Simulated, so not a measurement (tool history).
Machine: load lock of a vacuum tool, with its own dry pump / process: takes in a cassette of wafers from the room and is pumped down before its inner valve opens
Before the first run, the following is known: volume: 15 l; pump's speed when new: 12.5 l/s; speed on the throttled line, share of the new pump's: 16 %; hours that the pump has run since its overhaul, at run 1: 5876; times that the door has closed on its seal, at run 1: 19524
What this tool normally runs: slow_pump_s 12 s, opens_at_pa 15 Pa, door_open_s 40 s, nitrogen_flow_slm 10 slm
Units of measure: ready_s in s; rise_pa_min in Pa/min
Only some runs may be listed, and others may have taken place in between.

run	hour	slow_pump_s	opens_at_pa	door_open_s	nitrogen_flow_slm	hours that the pump has run since its overhaul	times that the door has closed on its seal	incoming humidity of the room's air, %	ready_s	rise_pa_min
1	0	12	15	40	10	5876	19524	47	21.16	0.204
2	301.3	12	15	40	10	6178	20126	45	21.18	0.215
3	606.7	12	15	40	10	6483	20735	47.9	21.13	0.223
4	895	12	15	40	10	6771	21311	43.8	21.21	0.22
5	1160.6	12	26	40	10	7037	21841	43.8	20.58	0.236
6	1390.5	12	26	61	10	7267	22300	49.1	20.65	0.25
7	1624.2	12	26	61	10	7501	22767	46.8	20.56	0.253
8	1758.5	12	26	61	10	7635	23035	42	20.64	0.258
9	1975.7	12	26	61	10	7852	23468	47.6	20.64	0.266
10	2281.6	12	15	40	10	8158	24079	42.7	21.29	0.251
11	2474	12	15	40	17	8350	24463	45.3	21.4	0.25
12	2626	12	15	40	17	8502	24767	44.8	21.28	0.252
13	2841.5	12	15	40	10	8718	25197	46.9	21.54	0.273
14	3035.9	12	15	40	10	8912	25585	49.1	21.64	0.28
15	3342.4	12	15	40	10	9219	26197	42.7	21.46	0.288
16	3494	17	15	40	10	9370	26499	49.3	25.63	0.307

What does the tool deliver on the next run?
17	3727.7	17	15	40	10	9604	26966	47.2	?	?

Run 17 produced ready_s 25.62 s, rise_pa_min 0.294 Pa/min.
Were there no unlogged condition in the tool, this run, its random variation unchanged, would have produced ready_s 24.9 s, rise_pa_min 0.056 Pa/min.
